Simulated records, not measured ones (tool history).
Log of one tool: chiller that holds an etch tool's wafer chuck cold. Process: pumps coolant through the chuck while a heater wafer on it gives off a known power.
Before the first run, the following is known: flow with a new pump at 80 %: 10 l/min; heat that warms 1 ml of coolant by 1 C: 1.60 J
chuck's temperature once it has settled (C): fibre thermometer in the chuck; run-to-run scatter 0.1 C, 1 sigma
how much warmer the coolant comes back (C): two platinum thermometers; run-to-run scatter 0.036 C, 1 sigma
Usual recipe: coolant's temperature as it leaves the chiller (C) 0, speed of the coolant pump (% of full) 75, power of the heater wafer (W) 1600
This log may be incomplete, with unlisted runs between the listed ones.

run    hour  coolant's temperature as it leaves the chiller (C)  speed of the coolant pump (% of full)  power of the heater wafer (W)  chuck's temperature once it has settled (C)  how much warmer the coolant comes back (C)
  1       0                                                   0                                     75                           1600                                         14.9                                        6.72
  2    72.8                                                   0                                     75                           2223                                         20.9                                        9.28
  3   120.6                                                   0                                     62                           1600                                         18.1                                        8.27
  4   202.4                                                   0                                     62                           1600                                         18.2                                        8.22
  5   310.2                                                   0                                     75                           1925                                         18.1                                        8.09
  6   359.4                                                   0                                     75                           1925                                         18.1                                        8.03
  7   420.1                                                   0                                     75                           1600                                           15                                        6.72
  8   516.1                                                   0                                     75                           1600                                           15                                        6.69
  9   625.6                                                   0                                     75                           1600                                         15.1                                        6.75
      660.9  -- coolant changed, channels flushed
 10   750.4                                                   0                                     75                           1600                                         14.1                                        6.71
 11   859.6                                                   0                                     75                           1600                                           14                                         6.7
 12   927.9                                                   0                                     75                           1600                                         14.1                                        6.77
 13  1001.9                                                   0                                     88                           1600                                           12                                        5.71
 14  1091.4                                                   0                                     88                           1600                                         11.8                                        5.72
 15  1178.5                                                   0                                     88                           1600                                         11.7                                        5.69
 16  1243.3                                                   0                                     88                           1600                                         11.9                                         5.7
 17  1339.5                                                  -7                                     67                           2272                                         15.5                                       10.86
 18  1393.8                                                  -7                                     67                           2272                                         15.6                                       10.91
 19  1486.1                                                  -3                                     74                           1667                                         11.7                                        7.24
 20  1577.9                                                   0                                     75                            874                                          7.6                                        3.75
 21  1651.5                                                   0                                     91                           1556                                         11.2                                        5.39
     1661.5  -- coolant pump overhauled
 22  1772.3                                                   6                                     79                            821                                         12.5                                        3.33
 23  1832.4                                                   4                                     64                           1600                                         20.8                                         8.2
 24  1908.9                                                   4                                     64                           1600                                         20.8                                         8.2
 25  1997.9                                                  -7                                     75                           1895                                         10.1                                        8.22
 26  2046.5                                                   6                                     89                           2120                                           22                                        7.58
 27  2128.9                                                  -4                                     89                           1297                                          5.7                                        4.69
     2174.5  -- coolant pump overhauled, once more
 28  2184.1                                                  -4                                     89                           2327                                         12.3                                        7.66
 29  2258.6                                                  -4                                     89                           2327                                         12.4                                        7.64
 30  2337.1                                                   0                                     98                           1600                                           10                                        4.73
     2393.1  -- chiller's thermometer calibrated
 31  2451.3                                                  -3                                     65                           1402                                           11                                        6.48
 32  2565.3                                                  -3                                     65                           1402                                         11.1                                        6.52

Consider 4 possible next runs. They are alternatives, not a sequence: every one starts from the tool as it was left by run 32. What does each give?
  A  2662.5                                                  -3                                     93                           1024                                            ?                                           ?
  B  2662.5                                                  -1                                     75                           2328                                            ?                                           ?
  C  2662.5                                                  -2                                     88                           1402                                            ?                                           ?
  D  2662.5                                                   5                                     75                           1627                                            ?                                           ?

run  chuck's temperature once it has settled (C)  how much warmer the coolant comes back (C)
  A                                          4.3                                        3.25
  B                                         19.2                                        9.28
  C                                          8.3                                         4.7
  D                                         19.3                                        6.51
Had the tool no hidden state, the same runs would have come out as:
run  chuck's temperature once it has settled (C)  how much warmer the coolant comes back (C)
  A                                          4.1                                        3.26
  B                                         18.8                                        9.32
  C                                            8                                        4.72
  D                                           19                                        6.54
